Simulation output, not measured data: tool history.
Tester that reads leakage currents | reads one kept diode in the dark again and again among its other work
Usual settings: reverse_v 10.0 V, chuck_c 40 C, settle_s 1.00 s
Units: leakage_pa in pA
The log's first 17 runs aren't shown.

| run | day | reverse_v | chuck_c | settle_s | hours of work since the probe card was cleaned | hours of work since the tester was calibrated | hours of work since the chuck was calibrated | leakage_pa |
|---|---|---|---|---|---|---|---|---|
| 18 | 24.283 | 10.0 | 47 | 1.00 | 41 | 430 | 637 | 1250.70 |
| 19 | 25.467 | 10.0 | 40 | 1.00 | 54 | 443 | 650 | 733.67 |
|  | 27.117 | probe card cleaned and baked, once more |
| 20 | 27.550 | 10.0 | 40 | 1.00 | 5 | 464 | 672 | 725.17 |
|  | 28.808 | chuck's temperature calibrated |
| 21 | 29.246 | 17.4 | 40 | 3.62 | 23 | 482 | 5 | 797.22 |
| 22 | 30.721 | 17.4 | 40 | 3.62 | 39 | 499 | 21 | 806.99 |
| 23 | 31.742 | 17.4 | 40 | 3.62 | 50 | 510 | 32 | 807.64 |
| 24 | 32.792 | 3.3 | 22 | 3.32 | 62 | 522 | 44 | 108.52 |
| 25 | 34.338 | 1.6 | 22 | 3.32 | 79 | 539 | 61 | 86.16 |
| 26 | 36.154 | 1.6 | 22 | 3.32 | 99 | 559 | 81 | 86.91 |
| 27 | 37.467 | 8.8 | 31 | 0.97 | 114 | 573 | 96 | 319.97 |
| 28 | 38.725 | 8.8 | 31 | 0.97 | 127 | 587 | 110 | 321.92 |
| 29 | 40.542 | 8.8 | 31 | 0.97 | 148 | 607 | 130 | 321.84 |
| 30 | 41.938 | 16.4 | 50 | 1.64 | 163 | 623 | 145 | 1701.90 |
| 31 | 42.871 | 16.4 | 50 | 1.86 | 173 | 633 | 156 | 1702.44 |
| 32 | 44.825 | 16.4 | 50 | 1.86 | 195 | 655 | 177 | 1712.53 |
| 33 | 45.662 | 16.4 | 22 | 8.88 | 204 | 664 | 186 | 180.52 |
| 34 | 46.854 | 16.5 | 42 | 9.58 | 217 | 677 | 200 | 935.42 |
| 35 | 48.558 | 1.1 | 52 | 1.00 | 236 | 696 | 218 | 861.41 |
| 36 | 49.538 | 10.0 | 54 | 2.46 | 247 | 707 | 229 | 1979.54 |
| 37 | 51.229 | 9.6 | 22 | 2.67 | 266 | 725 | 248 | 154.84 |
| 38 | 52.350 | 9.6 | 22 | 2.67 | 278 | 738 | 260 | 155.01 |
| 39 | 53.533 | 10.0 | 43 | 7.07 | 291 | 751 | 273 | 875.47 |

3 ways to go on from here, each from the tool as it stands after run 39. What would each give?
| A | 55.383 | 10.0 | 39 | 0.62 | 312 | 771 | 294 | ? |
| B | 55.383 | 7.5 | 54 | 1.11 | 312 | 771 | 294 | ? |
| C | 55.383 | 10.0 | 43 | 1.02 | 312 | 771 | 294 | ? |

| run | leakage_pa |
|---|---|
| A | 649.42 |
| B | 1812.95 |
| C | 882.22 |
Without the tool's hidden state the same runs would have given:
| run | leakage_pa |
|---|---|
| A | 639.90 |
| B | 1789.86 |
| C | 869.78 |
